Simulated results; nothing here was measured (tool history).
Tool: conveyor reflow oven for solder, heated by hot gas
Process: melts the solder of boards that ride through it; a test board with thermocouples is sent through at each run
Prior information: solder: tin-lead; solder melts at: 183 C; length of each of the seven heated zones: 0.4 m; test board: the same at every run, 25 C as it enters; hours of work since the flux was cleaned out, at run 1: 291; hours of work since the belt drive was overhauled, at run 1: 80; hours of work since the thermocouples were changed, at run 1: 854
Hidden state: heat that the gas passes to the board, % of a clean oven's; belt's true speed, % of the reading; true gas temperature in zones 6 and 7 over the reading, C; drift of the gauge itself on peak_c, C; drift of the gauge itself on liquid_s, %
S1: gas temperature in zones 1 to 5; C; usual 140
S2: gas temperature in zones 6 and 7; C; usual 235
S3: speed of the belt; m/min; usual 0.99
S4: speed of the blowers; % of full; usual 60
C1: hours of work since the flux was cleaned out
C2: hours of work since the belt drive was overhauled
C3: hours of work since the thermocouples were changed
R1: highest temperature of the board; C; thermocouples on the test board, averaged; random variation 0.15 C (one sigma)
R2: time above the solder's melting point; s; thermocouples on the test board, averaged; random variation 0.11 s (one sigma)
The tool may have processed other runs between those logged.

run,hour,S1,S2,S3,S4,C1,C2,C3,R1,R2
1,0,140,235,0.99,60,291,80,854,211.8,32.9
2,34.6,140,235,0.99,60,315,104,879,211.5,32.8
3,55.1,140,235,0.99,60,330,119,893,211.3,32.6
4,70.4,140,235,0.99,60,341,130,904,211.6,32.5
5,104.6,140,235,0.99,60,365,154,929,211.5,32.3
# hour 117.9: flux residue cleaned out of gas plates and filters
6,130.2,140,235,0.99,60,9,169,943,215.3,34.9
7,157.3,140,235,0.99,60,28,188,963,214.9,35
8,180.6,140,235,0.99,60,45,205,979,214.9,34.8
# hour 185.6: thermocouples of zones 6 and 7 changed
9,216.4,140,235,0.99,60,69,229,22,212.7,33.6
10,252.4,138,235,0.99,60,95,255,48,212,32.7
11,278.9,140,235,0.99,60,113,274,67,212.2,33.3
12,314.2,140,235,0.99,60,139,299,92,211.9,33.1
13,330.5,140,235,0.99,60,150,310,103,211.8,32.9
14,347.2,140,235,0.803,60,162,322,115,219.4,46.9
15,366.5,140,235,0.99,60,176,336,129,211.9,33
16,402.3,141,235,0.99,60,201,362,155,212,33.4
17,418,140,233,0.99,78,213,373,166,214.7,35.2
18,440.5,140,249,0.99,78,229,389,182,227.8,41.5
19,457.6,140,241,0.99,88,241,401,194,223.5,39.7
20,472.7,151,241,1.14,58,252,412,205,212.2,30.7
21,493.4,151,241,1.14,58,266,427,220,212.1,30.6
22,526.7,151,241,1.14,58,290,450,243,212.2,30.6
23,558,132,228,1.065,60,313,473,266,199.9,20.3
24,591,132,228,1.065,60,336,496,289,200.1,20.2
25,608.9,140,235,1.095,60,349,509,302,206.1,25.9
# hour 645.4: flux residue cleaned out of gas plates and filters
26,645.4,155,235,1.109,90,0,531,325,220.3,38
27,675.2,140,232,1.12,60,21,553,346,206.4,25.6
28,699.7,140,245,1.072,60,39,570,363,218.4,33.9
29,732.1,140,244,0.99,66,62,593,386,222.7,39.2
30,765,143,244,0.804,57,85,617,410,227.9,52.1

Consider 3 possible next runs. They are alternatives, not a sequence: every one starts from the tool as it was left by run 30. What does each give?
A,784.2,140,235,0.865,65,99,630,424,?,?
B,784.2,134,244,0.804,57,99,630,424,?,?
C,784.2,140,235,0.99,62,99,630,424,?,?

run,R1,R2
A,219.2,43.5
B,226.2,49
C,213.8,34.3
Had the tool no hidden state, the same runs would have come out as:
run,R1,R2
A,219.3,43.3
B,226.2,48.6
C,213.9,34.2
